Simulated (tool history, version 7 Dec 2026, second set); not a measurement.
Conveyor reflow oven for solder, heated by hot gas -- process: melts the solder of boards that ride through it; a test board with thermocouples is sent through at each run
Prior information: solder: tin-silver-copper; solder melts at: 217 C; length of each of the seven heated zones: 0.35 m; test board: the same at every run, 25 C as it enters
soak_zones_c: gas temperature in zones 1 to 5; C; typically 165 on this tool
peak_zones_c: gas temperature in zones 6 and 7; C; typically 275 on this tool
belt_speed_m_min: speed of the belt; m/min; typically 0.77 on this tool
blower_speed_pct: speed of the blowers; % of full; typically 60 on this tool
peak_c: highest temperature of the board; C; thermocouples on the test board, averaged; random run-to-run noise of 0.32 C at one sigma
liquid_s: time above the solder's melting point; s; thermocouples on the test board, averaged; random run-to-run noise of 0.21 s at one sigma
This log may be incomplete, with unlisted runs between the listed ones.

| run | hour | soak_zones_c | peak_zones_c | belt_speed_m_min | blower_speed_pct | peak_c | liquid_s |
|---|---|---|---|---|---|---|---|
| 1 | 0 | 165 | 275 | 0.77 | 60 | 249.7 | 36.2 |
| 2 | 69.9 | 159 | 275 | 0.77 | 60 | 249.1 | 33.9 |
| 3 | 115.3 | 159 | 275 | 0.77 | 60 | 249.6 | 33.9 |
|  | 183.4 | flux residue cleaned out of gas plates and filters |
| 4 | 183.4 | 159 | 275 | 0.77 | 60 | 248 | 33 |
| 5 | 249.9 | 180 | 275 | 0.77 | 60 | 252.3 | 41.1 |
| 6 | 317.6 | 180 | 275 | 0.77 | 60 | 252.5 | 40.9 |
|  | 369.7 | flux residue cleaned out of gas plates and filters, once more |
| 7 | 390.4 | 165 | 275 | 0.77 | 60 | 252.2 | 37.6 |
| 8 | 430.7 | 165 | 275 | 0.77 | 60 | 252.7 | 37.3 |
| 9 | 464.3 | 165 | 275 | 0.77 | 78 | 258.9 | 42.2 |
| 10 | 516.2 | 165 | 275 | 0.77 | 78 | 259.2 | 41.6 |
| 11 | 555.9 | 165 | 275 | 0.77 | 78 | 259.1 | 41.8 |
| 12 | 598.2 | 165 | 273 | 0.648 | 58 | 255.6 | 47.7 |
| 13 | 640.4 | 165 | 273 | 0.648 | 58 | 256.3 | 48.1 |
| 14 | 693.9 | 165 | 273 | 0.648 | 58 | 255.8 | 47.8 |
| 15 | 751.7 | 165 | 273 | 0.767 | 58 | 248.9 | 35.4 |
| 16 | 789 | 165 | 273 | 0.767 | 58 | 248.2 | 35.4 |
|  | 801.3 | thermocouples of zones 6 and 7 changed |
|  | 811.1 | flux residue cleaned out of gas plates and filters |
| 17 | 854.6 | 159 | 277 | 0.828 | 77 | 254.3 | 34.8 |
| 18 | 888.6 | 159 | 277 | 0.828 | 77 | 254.2 | 35.5 |
| 19 | 952.2 | 153 | 277 | 0.828 | 77 | 253 | 33.3 |

What if the next run were any one of these 4? Each begins from the tool's condition after run 19:
| A | 1005.1 | 153 | 277 | 0.658 | 87 | ? | ? |
| B | 1005.1 | 165 | 264 | 0.77 | 60 | ? | ? |
| C | 1005.1 | 153 | 287 | 0.828 | 76 | ? | ? |
| D | 1005.1 | 156 | 277 | 0.828 | 55 | ? | ? |

| run | peak_c | liquid_s |
|---|---|---|
| A | 264.7 | 50 |
| B | 240.7 | 30 |
| C | 260.8 | 37 |
| D | 242.9 | 26.6 |
Take away the tool's hidden state, keep each run's random variation, and the runs would have read:
| run | peak_c | liquid_s |
|---|---|---|
| A | 264.5 | 49.7 |
| B | 240.5 | 29.8 |
| C | 260.8 | 36.9 |
| D | 242.7 | 26.4 |

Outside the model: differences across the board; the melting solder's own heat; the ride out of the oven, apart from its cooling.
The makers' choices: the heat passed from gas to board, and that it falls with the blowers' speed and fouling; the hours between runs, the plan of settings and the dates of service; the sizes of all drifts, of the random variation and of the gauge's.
